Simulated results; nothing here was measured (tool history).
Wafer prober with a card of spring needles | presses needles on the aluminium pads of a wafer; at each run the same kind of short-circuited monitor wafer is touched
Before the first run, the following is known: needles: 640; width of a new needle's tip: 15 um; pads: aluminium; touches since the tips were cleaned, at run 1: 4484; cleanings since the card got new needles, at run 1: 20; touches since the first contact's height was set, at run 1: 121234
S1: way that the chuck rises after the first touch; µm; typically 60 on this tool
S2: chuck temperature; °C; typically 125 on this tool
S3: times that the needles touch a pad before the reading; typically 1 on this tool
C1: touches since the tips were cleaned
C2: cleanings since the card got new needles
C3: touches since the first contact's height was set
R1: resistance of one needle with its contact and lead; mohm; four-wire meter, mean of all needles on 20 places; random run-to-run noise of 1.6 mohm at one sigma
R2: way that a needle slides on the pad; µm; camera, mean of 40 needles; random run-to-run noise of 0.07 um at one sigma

run	hour	S1	S2	S3	C1	C2	C3	R1	R2
1	0	60	125	1	4484	20	121234	481	10.43
# hour 3.5: tips cleaned on abrasive film
# hour 20.6: tips cleaned on abrasive film
# hour 34.4: tips cleaned on abrasive film
2	44.3	58	125	1	3594	23	137145	504	10.05
# hour 51.2: tips cleaned on abrasive film
# hour 68.4: tips cleaned on abrasive film
# hour 85.5: tips cleaned on abrasive film
3	94.5	58	125	1	3255	26	155179	481	10.06
# hour 101.4: tips cleaned on abrasive film
# hour 115.2: tips cleaned on abrasive film
# hour 132.3: tips cleaned on abrasive film
# hour 146.6: tips cleaned on abrasive film
4	146.6	58	125	1	0	30	173851	181	9.88
# hour 163.7: tips cleaned on abrasive film
# hour 177.4: tips cleaned on abrasive film
5	181.4	58	125	1	1426	32	186357	345	9.85
# hour 191.7: tips cleaned on abrasive film
# hour 208.8: tips cleaned on abrasive film
# hour 219.3: height of the first contact set anew
# hour 226.2: tips cleaned on abrasive film
6	238.8	58	125	1	4526	35	6989	502	10.51
# hour 242.3: tips cleaned on abrasive film
# hour 256: tips cleaned on abrasive film
# hour 273.1: tips cleaned on abrasive film
# hour 290.3: tips cleaned on abrasive film
7	295.3	58	125	1	1815	39	27279	368	10.43
# hour 305.6: tips cleaned on abrasive film
# hour 319.3: tips cleaned on abrasive film
# hour 336.5: tips cleaned on abrasive film
# hour 350.2: tips cleaned on abrasive film
# hour 367.4: tips cleaned on abrasive film
8	373.4	58	125	1	2179	44	55322	417	10.27
# hour 383.7: tips cleaned on abrasive film
# hour 400.8: tips cleaned on abrasive film
# hour 418: tips cleaned on abrasive film
9	422.4	71	125	1	1618	47	72951	316	12.5
# hour 432.8: tips cleaned on abrasive film
# hour 446.5: tips cleaned on abrasive film
# hour 460.2: tips cleaned on abrasive film
10	469.8	71	125	1	3449	50	89951	370	12.49
# hour 476.7: tips cleaned on abrasive film
# hour 490.4: tips cleaned on abrasive film
# hour 504.1: tips cleaned on abrasive film
# hour 521.3: tips cleaned on abrasive film
11	523.4	60	125	1	760	54	109185	298	10.5
# hour 537.1: tips cleaned on abrasive film
# hour 554.3: tips cleaned on abrasive film
12	563.8	60	125	1	3438	56	123708	507	10.39
# hour 570.7: tips cleaned on abrasive film
# hour 587.8: tips cleaned on abrasive film
# hour 604.9: tips cleaned on abrasive film
# hour 622.1: tips cleaned on abrasive film
13	635	60	49	1	4664	60	149303	610	10.32
# hour 638.5: tips cleaned on abrasive film
# hour 652.2: tips cleaned on abrasive film
# hour 665.9: tips cleaned on abrasive film
14	674.4	60	49	1	3074	63	163462	504	10.23
# hour 681.4: tips cleaned on abrasive film
# hour 698.5: tips cleaned on abrasive film
# hour 715.6: tips cleaned on abrasive film
15	722	60	125	2	2320	66	180556	352	10.21
# hour 732.4: tips cleaned on abrasive film
# hour 746.1: tips cleaned on abrasive film
# hour 759.8: tips cleaned on abrasive film
# hour 776.9: tips cleaned on abrasive film
# hour 777.2: height of the first contact set anew
# hour 794.4: tips cleaned on abrasive film
16	798.1	73	95	1	1343	71	7501	272	13.24
# hour 808.4: tips cleaned on abrasive film
# hour 825.6: tips cleaned on abrasive film
# hour 842.7: tips cleaned on abrasive film
# hour 856.4: tips cleaned on abrasive film
# hour 873.6: tips cleaned on abrasive film
17	879.5	73	95	1	2148	76	36751	328	13.08
# hour 889.8: tips cleaned on abrasive film
# hour 903.6: tips cleaned on abrasive film
# hour 920.7: tips cleaned on abrasive film
# hour 934.4: tips cleaned on abrasive film
18	945.3	67	109	2	3917	80	60372	342	11.95
# hour 948.8: tips cleaned on abrasive film
# hour 962.5: tips cleaned on abrasive film
# hour 979.6: tips cleaned on abrasive film
# hour 993.4: tips cleaned on abrasive film
19	1003.7	80	26	1	3744	84	81359	397	14.16
# hour 1007.2: tips cleaned on abrasive film
# hour 1020.9: tips cleaned on abrasive film
# hour 1038.1: tips cleaned on abrasive film
# hour 1055.2: tips cleaned on abrasive film
20	1058	51	125	1	1015	88	100830	369	8.9
# hour 1071.7: tips cleaned on abrasive film
# hour 1088.9: tips cleaned on abrasive film
# hour 1106: tips cleaned on abrasive film
# hour 1123.1: tips cleaned on abrasive film
21	1126.2	51	125	1	1110	92	125331	390	8.92
# hour 1139.9: tips cleaned on abrasive film
# hour 1153.6: tips cleaned on abrasive film
# hour 1167.4: tips cleaned on abrasive film
# hour 1184.5: tips cleaned on abrasive film
# hour 1201.6: tips cleaned on abrasive film
22	1205.5	51	125	1	1401	97	153824	509	8.57
# hour 1215.8: tips cleaned on abrasive film
# hour 1233: tips cleaned on abrasive film
# hour 1250.1: tips cleaned on abrasive film
# hour 1266.4: tips cleaned on abrasive film
23	1266.4	66	125	1	0	101	175697	178	11.31
# hour 1283.5: tips cleaned on abrasive film
# hour 1300.7: tips cleaned on abrasive film
# hour 1317.8: tips cleaned on abrasive film
# hour 1334.9: tips cleaned on abrasive film
# hour 1335.2: height of the first contact set anew
24	1335.2	60	44	2	0	105	0	160	10.8
# hour 1348.9: tips cleaned on abrasive film
# hour 1366.1: tips cleaned on abrasive film
# hour 1379.8: tips cleaned on abrasive film
25	1383.8	52	37	1	1454	108	17466	483	9.42
# hour 1394.1: tips cleaned on abrasive film
# hour 1407.9: tips cleaned on abrasive film
# hour 1421.9: tips cleaned on abrasive film
26	1421.9	52	37	1	0	111	31128	211	9.19
# hour 1435.6: tips cleaned on abrasive film
# hour 1452.8: tips cleaned on abrasive film
# hour 1466.5: tips cleaned on abrasive film
# hour 1480.2: tips cleaned on abrasive film
# hour 1497.4: tips cleaned on abrasive film
27	1498.2	72	103	1	310	116	58535	213	12.99

Pick out some run-to-run changes in R1. Of each, how much would a tool without hidden state show as well, from the settings, what came in and chance, and how much is left for the hidden state and any gauge scatter not in both results compared?
What the log doesn't record here: debris on the tips, nm; way that the needles fall short of the set height, um; tips' diameter, um; drift of the gauge itself on contact_mohm, %; drift of the gauge itself on scrub_um, %.
Run 22 -> 23: S1 51 -> 66, tips cleaned on abrasive film, tips cleaned on abrasive film, tips cleaned on abrasive film, tips cleaned on abrasive film. R1 -331 mohm: hidden state -321, all else -10.
Run 24 -> 25: S1 60 -> 52, S2 44 -> 37, S3 2 -> 1, tips cleaned on abrasive film, tips cleaned on abrasive film, tips cleaned on abrasive film. R1 +323 mohm: hidden state +320, all else +3.

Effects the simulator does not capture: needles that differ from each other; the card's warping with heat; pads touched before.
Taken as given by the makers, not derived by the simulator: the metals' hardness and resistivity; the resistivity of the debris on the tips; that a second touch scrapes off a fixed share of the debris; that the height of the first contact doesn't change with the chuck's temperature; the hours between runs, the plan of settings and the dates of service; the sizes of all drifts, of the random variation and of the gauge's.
